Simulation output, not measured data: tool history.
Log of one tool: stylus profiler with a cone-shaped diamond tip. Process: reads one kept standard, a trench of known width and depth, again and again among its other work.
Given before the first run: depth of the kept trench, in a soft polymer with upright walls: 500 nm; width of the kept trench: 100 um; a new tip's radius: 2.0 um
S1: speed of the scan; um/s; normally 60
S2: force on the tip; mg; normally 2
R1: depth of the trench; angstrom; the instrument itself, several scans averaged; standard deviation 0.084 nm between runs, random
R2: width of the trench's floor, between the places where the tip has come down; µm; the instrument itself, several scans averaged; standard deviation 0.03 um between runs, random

run 1 hour=0 | S1=60 S2=2 | R1=5025.9 R2=97.14
run 2 hour=14.2 | S1=42 S2=2 | R1=5026.2 R2=97.25
run 3 hour=28.2 | S1=60 S2=0.79 | R1=5013.6 R2=97.08
run 4 hour=39.1 | S1=18 S2=0.79 | R1=5013.9 R2=97.26
run 5 hour=53.3 | S1=20 S2=2 | R1=5024.1 R2=97.24
run 6 hour=65.7 | S1=60 S2=4.4 | R1=5042.7 R2=97.2
run 7 hour=83.9 | S1=60 S2=2 | R1=5025.9 R2=97.16
run 8 hour=98.3 | S1=60 S2=2 | R1=5024.4 R2=97.22
run 9 hour=108.3 | S1=60 S2=2 | R1=5023.7 R2=97.21
run 10 hour=121.2 | S1=93 S2=2 | R1=5025.6 R2=97.06
run 11 hour=139.8 | S1=60 S2=5.06 | R1=5047.7 R2=97.3
run 12 hour=149.3 | S1=47 S2=2 | R1=5025.5 R2=97.26
run 13 hour=159.9 | S1=47 S2=2 | R1=5023 R2=97.21
run 14 hour=169.9 | S1=74 S2=1.37 | R1=5018.2 R2=97.09
run 15 hour=180.7 | S1=54 S2=1.69 | R1=5022.7 R2=97.17

The next listed run, before its measurement:
run 16 hour=189.1 | S1=16 S2=0.92 | R1=? R2=?

{"run 16": {"R1": 5014.2, "R2": 97.3}}
The same run, on a tool lacking any hidden state, would have yielded R1 5014.2 angstrom, R2 97.3 µm.

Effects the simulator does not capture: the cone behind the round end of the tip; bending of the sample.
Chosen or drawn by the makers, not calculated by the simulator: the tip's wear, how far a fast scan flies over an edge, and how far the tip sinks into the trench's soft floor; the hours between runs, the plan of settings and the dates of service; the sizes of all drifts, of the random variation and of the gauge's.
